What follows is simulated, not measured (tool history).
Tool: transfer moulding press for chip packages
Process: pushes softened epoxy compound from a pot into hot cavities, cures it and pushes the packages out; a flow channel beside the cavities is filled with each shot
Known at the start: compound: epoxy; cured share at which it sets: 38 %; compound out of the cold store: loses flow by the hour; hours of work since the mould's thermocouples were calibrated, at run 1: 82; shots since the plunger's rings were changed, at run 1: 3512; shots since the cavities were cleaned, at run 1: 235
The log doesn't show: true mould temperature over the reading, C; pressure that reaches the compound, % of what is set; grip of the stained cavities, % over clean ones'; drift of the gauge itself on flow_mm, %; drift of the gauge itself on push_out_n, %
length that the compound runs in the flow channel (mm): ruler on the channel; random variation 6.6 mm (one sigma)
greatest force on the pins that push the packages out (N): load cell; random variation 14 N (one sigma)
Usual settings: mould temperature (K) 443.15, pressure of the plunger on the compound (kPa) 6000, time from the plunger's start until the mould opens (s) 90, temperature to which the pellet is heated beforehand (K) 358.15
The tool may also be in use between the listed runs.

| run | hour | mould temperature (K) | pressure of the plunger on the compound (kPa) | time from the plunger's start until the mould opens (s) | temperature to which the pellet is heated beforehand (K) | hours of work since the mould's thermocouples were calibrated | shots since the plunger's rings were changed | shots since the cavities were cleaned | incoming compound's hours out of the cold store | length that the compound runs in the flow channel (mm) | greatest force on the pins that push the packages out (N) |
|---|---|---|---|---|---|---|---|---|---|---|---|
| 1 | 0 | 443.15 | 6000 | 90 | 358.15 | 82 | 3512 | 235 | 30 | 932 | 780 |
| 2 | 13.1 | 443.15 | 6000 | 90 | 358.15 | 87 | 3615 | 338 | 39.2 | 891 | 826 |
| 3 | 22.5 | 443.15 | 6000 | 90 | 355.15 | 91 | 3689 | 412 | 30.1 | 931 | 872 |
| 4 | 40.6 | 443.15 | 6000 | 90 | 355.15 | 99 | 3831 | 554 | 42.7 | 876 | 857 |
| 5 | 54.1 | 443.15 | 6000 | 90 | 356.15 | 105 | 3938 | 661 | 35.8 | 903 | 907 |
|  | 60.6 | cavities cleaned with cleaning compound and waxed |
| 6 | 73.1 | 443.15 | 6000 | 90 | 356.15 | 113 | 4076 | 98 | 47.3 | 851 | 995 |
| 7 | 92.7 | 443.15 | 6000 | 90 | 356.15 | 121 | 4230 | 252 | 10.3 | 1025 | 1108 |
| 8 | 109 | 443.15 | 6000 | 90 | 355.15 | 128 | 4358 | 380 | 44.3 | 866 | 970 |
|  | 125.1 | cavities cleaned with cleaning compound and waxed, once more |
| 9 | 128.3 | 443.15 | 6000 | 90 | 355.15 | 136 | 4499 | 26 | 36.5 | 895 | 676 |
| 10 | 145.2 | 443.15 | 4800 | 90 | 358.15 | 143 | 4632 | 159 | 20.5 | 859 | 786 |
| 11 | 162.7 | 443.15 | 6000 | 89 | 358.15 | 151 | 4769 | 296 | 27 | 934 | 855 |
| 12 | 178.7 | 443.15 | 6000 | 89 | 358.15 | 158 | 4895 | 422 | 17.5 | 988 | 933 |
| 13 | 197.1 | 443.15 | 6000 | 89 | 358.15 | 166 | 5040 | 567 | 10.9 | 1008 | 998 |
| 14 | 212.4 | 443.15 | 6000 | 89 | 358.15 | 173 | 5160 | 687 | 30.3 | 912 | 979 |
|  | 215 | cavities cleaned with cleaning compound and waxed |
| 15 | 228.5 | 443.15 | 6000 | 78 | 367.15 | 179 | 5276 | 107 | 18.5 | 975 | 1027 |
| 16 | 237.9 | 443.15 | 6000 | 74 | 357.15 | 183 | 5349 | 180 | 13.6 | 989 | 1409 |
| 17 | 249.3 | 443.15 | 5480 | 123 | 358.15 | 188 | 5439 | 270 | 36.1 | 846 | 500 |
| 18 | 266.3 | 443.15 | 6000 | 90 | 365.15 | 196 | 5573 | 404 | 18.9 | 961 | 879 |
|  | 272.9 | plunger's sealing rings changed |
| 19 | 281.9 | 442.15 | 6000 | 85 | 358.15 | 201 | 71 | 507 | 42.9 | 903 | 1024 |
| 20 | 292.9 | 442.15 | 5210 | 85 | 365.15 | 206 | 157 | 593 | 22.9 | 926 | 1117 |
|  | 307.4 | cavities cleaned with cleaning compound and waxed |
| 21 | 312.4 | 442.15 | 5210 | 85 | 365.15 | 214 | 299 | 39 | 35.4 | 877 | 824 |
| 22 | 322.8 | 442.15 | 5210 | 85 | 365.15 | 218 | 381 | 121 | 46.1 | 831 | 843 |
| 23 | 336.8 | 442.15 | 5210 | 85 | 365.15 | 225 | 491 | 231 | 44.7 | 826 | 924 |
| 24 | 345.6 | 436.15 | 4540 | 117 | 365.15 | 228 | 560 | 300 | 46.7 | 793 | 695 |
| 25 | 360.5 | 436.15 | 4540 | 117 | 349.15 | 235 | 677 | 417 | 33 | 846 | 740 |
| 26 | 377.5 | 450.15 | 7320 | 104 | 352.15 | 242 | 812 | 552 | 21.2 | 1074 | 556 |
| 27 | 394.3 | 440.15 | 5970 | 104 | 352.15 | 250 | 944 | 684 | 37.9 | 932 | 797 |
|  | 397.5 | cavities cleaned with cleaning compound and waxed |
| 28 | 408.2 | 440.15 | 5970 | 104 | 352.15 | 255 | 1041 | 84 | 38.1 | 927 | 631 |

Forecast each of these 3 alternatives for the next run:
| A | 425.9 | 449.15 | 6000 | 97 | 351.15 | 263 | 1181 | 224 | 25.7 | ? | ? |
| B | 425.9 | 443.15 | 6000 | 90 | 350.15 | 263 | 1181 | 224 | 42.1 | ? | ? |
| C | 425.9 | 435.15 | 5850 | 104 | 352.15 | 263 | 1181 | 224 | 26.7 | ? | ? |

| run | length that the compound runs in the flow channel (mm) | greatest force on the pins that push the packages out (N) |
|---|---|---|
| A | 956 | 552 |
| B | 893 | 807 |
| C | 982 | 1045 |
Without the tool's hidden state the same runs would have given:
| run | length that the compound runs in the flow channel (mm) | greatest force on the pins that push the packages out (N) |
|---|---|---|
| A | 965 | 444 |
| B | 901 | 633 |
| C | 990 | 816 |
